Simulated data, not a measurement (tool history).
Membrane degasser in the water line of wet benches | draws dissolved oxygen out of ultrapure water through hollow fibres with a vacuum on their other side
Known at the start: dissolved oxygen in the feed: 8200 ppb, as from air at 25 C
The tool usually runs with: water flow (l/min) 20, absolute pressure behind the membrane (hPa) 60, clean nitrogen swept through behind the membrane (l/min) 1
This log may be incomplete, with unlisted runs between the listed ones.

run	hour	water flow (l/min)	absolute pressure behind the membrane (hPa)	clean nitrogen swept through behind the membrane (l/min)	dissolved oxygen in the water behind the degasser (ppb)	pressure that the water loses in the fibres (hPa)
1	0	20	60	1	239.7	348.6
2	59.3	20	62	1	249	349.5
3	172.8	20	62	1	249.5	351.5
4	296.5	20	60	1	243.7	349.2
5	375	20	55.7	1	225	350.7
6	430.3	20	55.7	1	224.9	356.1
7	482.8	20	60	1	242.4	351.4
8	545.8	20	72.6	1	297.6	353.7
9	596.6	20	72.6	1	303.3	350.9
10	683.2	15	72.6	1	206.2	264.3
11	778.6	15	72.6	1	208.5	262
12	865.2	15	72.6	1	212.9	268.6
13	962.6	15	72.6	1	211.9	263.8
14	1049.8	15	72.6	1	209.3	264.7
# hour 1090.7: seals of the vacuum lines changed
15	1135.7	15	72.6	1	209.6	264.4
16	1223.2	15	72.6	1	211.3	266.3
17	1307.9	15	72.6	1	212.1	269.5
18	1390.2	20	42.9	1	185.3	355.6
19	1499.6	20	42.9	1	182.3	358.1
20	1569.2	13	41	0.56	118.7	231.4
21	1637.9	13	41	0.56	120.3	232.9
22	1722.4	13	41	0.56	123.2	233.2
23	1811.5	17	61.3	0.96	216.3	303.5
24	1886.4	16	48.3	0.76	174.4	290.4
25	1982.2	28	126.2	1	761.7	504
26	2098	28	126.2	1	758.7	509
27	2205.1	17	122.3	0.75	532.9	308.2
# hour 2213.6: vacuum gauge calibrated
28	2286	20	92.2	0.59	499.6	362.2
29	2349.8	30	60	1.81	347.6	540.9
30	2443.5	30	60	1.81	343.8	542.6
31	2498.2	16	60	2.57	109.3	291.2

Consider 4 possible next runs. They are alternatives, not a sequence: every one starts from the tool as it was left by run 31. What does each give?
A	2610.6	20	86.1	2.59	?	?
B	2610.6	16	60	1.74	?	?
C	2610.6	22	112.9	1.24	?	?
D	2610.6	14	147.4	0.77	?	?

run	dissolved oxygen in the water behind the degasser (ppb)	pressure that the water loses in the fibres (hPa)
A	208	360.8
B	128.6	288.5
C	434.2	397.8
D	505.8	255.1
What these runs would have given with no unlogged condition in the tool:
run	dissolved oxygen in the water behind the degasser (ppb)	pressure that the water loses in the fibres (hPa)
A	179.3	337.7
B	108.9	270
C	401.4	372.4
D	488.3	238.9
